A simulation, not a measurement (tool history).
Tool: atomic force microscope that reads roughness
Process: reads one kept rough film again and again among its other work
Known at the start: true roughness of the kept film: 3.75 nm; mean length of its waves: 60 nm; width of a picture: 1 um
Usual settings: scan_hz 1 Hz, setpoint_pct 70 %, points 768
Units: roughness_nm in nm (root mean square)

run 1 day=0 | scan_hz=1 setpoint_pct=70 points=768 | roughness_nm=3.431
run 2 day=0.75 | scan_hz=1 setpoint_pct=70 points=768 | roughness_nm=3.392
run 3 day=1.688 | scan_hz=1 setpoint_pct=70 points=768 | roughness_nm=3.374
run 4 day=2.596 | scan_hz=1 setpoint_pct=70 points=768 | roughness_nm=3.336
-- day=3.108 new tip fitted
run 5 day=3.454 | scan_hz=1 setpoint_pct=70 points=768 | roughness_nm=3.55
run 6 day=4.508 | scan_hz=1 setpoint_pct=70 points=768 | roughness_nm=3.518
run 7 day=5.279 | scan_hz=1 setpoint_pct=70 points=768 | roughness_nm=3.486
run 8 day=5.796 | scan_hz=1 setpoint_pct=70 points=768 | roughness_nm=3.471
run 9 day=6.483 | scan_hz=2.1 setpoint_pct=70 points=768 | roughness_nm=3.355
run 10 day=7.425 | scan_hz=1 setpoint_pct=70 points=768 | roughness_nm=3.449
run 11 day=7.867 | scan_hz=1 setpoint_pct=70 points=768 | roughness_nm=3.444
run 12 day=8.492 | scan_hz=1 setpoint_pct=70 points=768 | roughness_nm=3.421
run 13 day=9.129 | scan_hz=1 setpoint_pct=70 points=768 | roughness_nm=3.383
run 14 day=9.688 | scan_hz=1 setpoint_pct=70 points=768 | roughness_nm=3.37
run 15 day=10.162 | scan_hz=1 setpoint_pct=70 points=295 | roughness_nm=3.35
run 16 day=10.912 | scan_hz=3.67 setpoint_pct=73 points=873 | roughness_nm=3.019
-- day=11.621 new tip fitted
run 17 day=11.729 | scan_hz=3.33 setpoint_pct=62 points=873 | roughness_nm=3.447
run 18 day=12.533 | scan_hz=3.33 setpoint_pct=62 points=873 | roughness_nm=3.401
run 19 day=13.192 | scan_hz=3.33 setpoint_pct=62 points=901 | roughness_nm=3.384
run 20 day=14.271 | scan_hz=3.33 setpoint_pct=75 points=384 | roughness_nm=3.144
run 21 day=15.012 | scan_hz=3.33 setpoint_pct=75 points=384 | roughness_nm=3.146
run 22 day=15.938 | scan_hz=3.33 setpoint_pct=75 points=384 | roughness_nm=3.101
run 23 day=16.983 | scan_hz=3.33 setpoint_pct=75 points=384 | roughness_nm=3.088
run 24 day=17.767 | scan_hz=3.33 setpoint_pct=75 points=384 | roughness_nm=3.064
run 25 day=18.425 | scan_hz=2.37 setpoint_pct=56 points=776 | roughness_nm=3.402
run 26 day=19.167 | scan_hz=1.48 setpoint_pct=65 points=258 | roughness_nm=3.325
run 27 day=19.708 | scan_hz=1.48 setpoint_pct=65 points=258 | roughness_nm=3.344
-- day=20.175 new tip fitted
run 28 day=20.325 | scan_hz=1.41 setpoint_pct=65 points=258 | roughness_nm=3.51
run 29 day=21.179 | scan_hz=1.41 setpoint_pct=88 points=258 | roughness_nm=3.245

The same runs without the tool's hidden state, with the same run-to-run variation:
The hidden state here: radius of the tip, nm; height scale over the true one, %; drift of the gauge itself on roughness_nm, %.
run=1 roughness_nm=3.583
run=2 roughness_nm=3.563
run=3 roughness_nm=3.569
run=4 roughness_nm=3.55
run=5 roughness_nm=3.569
run=6 roughness_nm=3.565
run=7 roughness_nm=3.552
run=8 roughness_nm=3.552
run=9 roughness_nm=3.451
run=10 roughness_nm=3.574
run=11 roughness_nm=3.58
run=12 roughness_nm=3.572
run=13 roughness_nm=3.548
run=14 roughness_nm=3.548
run=15 roughness_nm=3.541
run=16 roughness_nm=3.209
run=17 roughness_nm=3.46
run=18 roughness_nm=3.435
run=19 roughness_nm=3.438
run=20 roughness_nm=3.22
run=21 roughness_nm=3.238
run=22 roughness_nm=3.215
run=23 roughness_nm=3.225
run=24 roughness_nm=3.219
run=25 roughness_nm=3.592
run=26 roughness_nm=3.53
run=27 roughness_nm=3.564
run=28 roughness_nm=3.528
run=29 roughness_nm=3.283
